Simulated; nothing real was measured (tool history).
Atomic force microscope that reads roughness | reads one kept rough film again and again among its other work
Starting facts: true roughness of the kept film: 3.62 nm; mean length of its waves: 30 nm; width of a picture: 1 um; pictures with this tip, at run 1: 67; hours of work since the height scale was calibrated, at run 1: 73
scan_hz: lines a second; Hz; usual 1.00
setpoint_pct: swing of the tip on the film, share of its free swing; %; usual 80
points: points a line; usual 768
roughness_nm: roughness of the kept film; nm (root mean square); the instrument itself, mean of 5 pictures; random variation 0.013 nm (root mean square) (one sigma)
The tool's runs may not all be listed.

run	hour	scan_hz	setpoint_pct	points	pictures with this tip	hours of work since the height scale was calibrated	roughness_nm
1	0.0	1.00	80	768	67	73	2.561
2	11.0	1.00	80	768	75	78	2.557
3	19.9	1.00	80	768	81	82	2.504
4	25.0	1.00	80	768	85	85	2.486
5	35.1	1.00	80	768	92	89	2.442
6	41.2	1.00	80	768	97	92	2.421
7	50.8	1.00	80	768	104	97	2.378
8	62.2	0.61	80	768	112	102	2.427
9	69.9	0.61	80	768	118	106	2.388
# hour 77.3: new tip fitted
10	77.6	2.97	80	768	0	109	2.601
11	88.3	2.97	80	768	8	114	2.540
12	98.8	2.97	80	768	15	119	2.491
13	106.2	2.97	80	768	21	122	2.477
14	113.0	1.00	80	534	25	126	2.834
15	119.9	1.00	80	534	30	129	2.774
16	127.3	1.00	80	534	36	132	2.735
17	135.4	1.00	80	534	42	136	2.683
18	145.4	1.00	80	768	49	141	2.673
19	156.6	1.00	80	768	57	146	2.634
20	163.1	1.00	80	768	62	149	2.588
21	168.2	1.00	80	768	65	151	2.570
22	175.4	1.00	80	768	71	155	2.535
23	186.3	1.00	80	768	79	160	2.511
24	193.5	1.00	80	768	84	163	2.472
25	201.0	1.00	80	768	89	167	2.448
26	211.5	1.00	80	768	97	172	2.407
27	220.2	2.50	80	768	103	176	2.142
28	231.0	0.57	80	554	111	181	2.404
29	240.6	2.29	57	645	118	185	2.381
# hour 247.7: new tip fitted
30	250.5	2.29	57	645	2	190	3.056
31	258.2	2.29	57	645	7	193	3.029
32	266.8	3.57	90	768	14	197	2.130
33	274.7	1.00	90	386	19	201	2.725
34	282.9	1.00	90	386	25	205	2.701
35	292.3	1.10	76	332	32	209	2.775
36	302.5	1.10	76	332	39	214	2.731
37	309.9	1.10	76	332	45	217	2.706
38	316.4	1.10	56	332	49	220	2.820
39	322.3	1.00	80	387	54	223	2.610
40	331.4	1.11	87	620	60	227	2.483
41	340.4	1.11	87	620	67	231	2.471
42	347.0	0.99	83	768	72	235	2.523
43	352.3	0.56	74	318	75	237	2.606
44	360.3	0.56	74	318	81	241	2.572
45	370.6	0.56	74	318	89	246	2.529
46	380.4	0.56	74	318	96	250	2.533
47	388.8	0.56	74	318	102	254	2.456
48	396.4	3.92	80	373	107	258	1.906
49	401.3	3.92	80	373	111	260	1.894
50	407.5	1.26	62	516	115	263	2.426
51	415.8	1.26	62	516	121	267	2.395
# hour 418.3: new tip fitted
52	424.8	0.83	80	768	5	271	3.008
53	434.3	1.83	82	347	11	275	2.681

Pick out some run-to-run changes in roughness_nm. Of each, how much would a tool without hidden state show as well, from the settings, what came in and chance, and how much is left for the hidden state and any gauge scatter not in both results compared?
Hidden state at play: radius of the tip, nm; height scale over the true one, %; drift of the gauge itself on roughness_nm, %.
Run 9 -> 10: scan_hz 0.61 -> 2.97, new tip fitted. roughness_nm +0.213 nm (root mean square): hidden state +0.691, all else -0.478.
Run 29 -> 30: new tip fitted. roughness_nm +0.675 nm (root mean square): hidden state +0.697, all else -0.022.
Run 31 -> 32: scan_hz 2.29 -> 3.57, setpoint_pct 57 -> 90, points 645 -> 768. roughness_nm -0.899 nm (root mean square): hidden state -0.023, all else -0.876.
Run 51 -> 52: scan_hz 1.26 -> 0.83, setpoint_pct 62 -> 80, points 516 -> 768, new tip fitted. roughness_nm +0.613 nm (root mean square): hidden state +0.703, all else -0.090.
